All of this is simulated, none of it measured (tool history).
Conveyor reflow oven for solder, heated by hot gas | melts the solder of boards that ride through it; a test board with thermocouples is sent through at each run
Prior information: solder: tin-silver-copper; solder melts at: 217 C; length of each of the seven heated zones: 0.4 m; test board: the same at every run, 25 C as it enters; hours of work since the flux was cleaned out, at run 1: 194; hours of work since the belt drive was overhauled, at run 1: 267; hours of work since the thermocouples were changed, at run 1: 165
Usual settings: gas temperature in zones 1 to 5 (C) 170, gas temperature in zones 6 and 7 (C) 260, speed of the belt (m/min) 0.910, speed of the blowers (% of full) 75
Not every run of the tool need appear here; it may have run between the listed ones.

| run | hour | gas temperature in zones 1 to 5 (C) | gas temperature in zones 6 and 7 (C) | speed of the belt (m/min) | speed of the blowers (% of full) | hours of work since the flux was cleaned out | hours of work since the belt drive was overhauled | hours of work since the thermocouples were changed | highest temperature of the board (C) | time above the solder's melting point (s) |
|---|---|---|---|---|---|---|---|---|---|---|
| 1 | 0.0 | 170 | 260 | 0.910 | 75 | 194 | 267 | 165 | 248.5 | 37.4 |
| 2 | 14.9 | 170 | 260 | 0.910 | 75 | 202 | 275 | 173 | 248.8 | 37.4 |
| 3 | 42.7 | 170 | 260 | 0.910 | 75 | 217 | 290 | 188 | 248.7 | 37.9 |
| 4 | 70.5 | 170 | 260 | 0.910 | 75 | 231 | 305 | 202 | 248.5 | 37.5 |
| 5 | 100.3 | 170 | 260 | 0.910 | 75 | 247 | 320 | 218 | 248.5 | 37.5 |
| 6 | 129.0 | 170 | 263 | 0.910 | 75 | 262 | 336 | 233 | 251.4 | 39.1 |
| 7 | 144.2 | 183 | 263 | 0.910 | 75 | 271 | 344 | 242 | 253.6 | 43.7 |
| 8 | 161.2 | 174 | 260 | 0.910 | 75 | 280 | 353 | 251 | 248.8 | 38.6 |
| 9 | 192.4 | 174 | 260 | 0.910 | 75 | 296 | 369 | 267 | 249.1 | 39.3 |
| 10 | 216.0 | 174 | 260 | 0.910 | 75 | 309 | 382 | 280 | 249.3 | 38.8 |
| 11 | 246.9 | 174 | 260 | 0.910 | 75 | 325 | 398 | 296 | 249.3 | 38.9 |
|  | 253.9 | flux residue cleaned out of gas plates and filters |
| 12 | 274.9 | 170 | 260 | 0.910 | 75 | 11 | 410 | 308 | 248.1 | 37.9 |
| 13 | 297.5 | 170 | 260 | 0.910 | 75 | 23 | 422 | 320 | 248.7 | 37.5 |
| 14 | 311.3 | 170 | 260 | 0.910 | 75 | 30 | 430 | 328 | 248.3 | 37.3 |
| 15 | 339.8 | 170 | 260 | 0.910 | 75 | 46 | 445 | 343 | 248.4 | 37.5 |
| 16 | 370.8 | 170 | 260 | 0.876 | 75 | 62 | 461 | 359 | 249.4 | 39.8 |
|  | 378.2 | flux residue cleaned out of gas plates and filters, once more |
| 17 | 405.1 | 170 | 260 | 0.876 | 75 | 14 | 477 | 375 | 250.9 | 41.0 |
| 18 | 429.1 | 170 | 273 | 0.910 | 54 | 27 | 490 | 387 | 258.2 | 41.9 |
| 19 | 444.8 | 170 | 273 | 0.910 | 54 | 35 | 498 | 396 | 258.3 | 41.9 |
| 20 | 462.0 | 170 | 257 | 0.910 | 88 | 44 | 507 | 405 | 248.2 | 38.4 |
| 21 | 488.1 | 157 | 260 | 0.910 | 71 | 58 | 521 | 419 | 247.6 | 34.6 |
| 22 | 518.7 | 158 | 260 | 0.829 | 82 | 75 | 537 | 435 | 251.6 | 41.6 |
| 23 | 544.2 | 157 | 267 | 0.893 | 76 | 88 | 551 | 449 | 254.7 | 39.3 |
| 24 | 562.4 | 183 | 266 | 1.015 | 75 | 98 | 560 | 458 | 254.3 | 39.0 |
| 25 | 578.0 | 183 | 266 | 1.015 | 75 | 106 | 569 | 466 | 254.4 | 39.0 |
| 26 | 608.6 | 183 | 259 | 1.015 | 76 | 122 | 585 | 483 | 248.4 | 36.3 |
| 27 | 626.4 | 183 | 259 | 1.015 | 76 | 132 | 594 | 492 | 248.3 | 36.4 |
| 28 | 654.4 | 170 | 257 | 0.857 | 80 | 147 | 609 | 507 | 249.1 | 41.3 |
| 29 | 671.8 | 177 | 266 | 0.857 | 62 | 156 | 618 | 516 | 256.4 | 45.9 |
| 30 | 701.4 | 170 | 260 | 0.914 | 75 | 172 | 634 | 532 | 250.1 | 38.6 |
| 31 | 723.8 | 170 | 260 | 1.030 | 78 | 183 | 646 | 544 | 247.0 | 32.0 |

Consider 3 possible next runs. They are alternatives, not a sequence: every one starts from the tool as it was left by run 31. What does each give?
| A | 753.6 | 170 | 261 | 0.910 | 53 | 199 | 662 | 560 | ? | ? |
| B | 753.6 | 171 | 260 | 0.847 | 68 | 199 | 662 | 560 | ? | ? |
| C | 753.6 | 183 | 262 | 1.051 | 75 | 199 | 662 | 560 | ? | ? |

| run | highest temperature of the board (C) | time above the solder's melting point (s) |
|---|---|---|
| A | 248.2 | 36.6 |
| B | 251.3 | 42.8 |
| C | 250.2 | 35.8 |
The same runs, with their run-to-run variation unchanged, on a tool lacking any hidden condition would have given:
| run | highest temperature of the board (C) | time above the solder's melting point (s) |
|---|---|---|
| A | 246.0 | 34.8 |
| B | 249.1 | 41.1 |
| C | 248.2 | 34.4 |
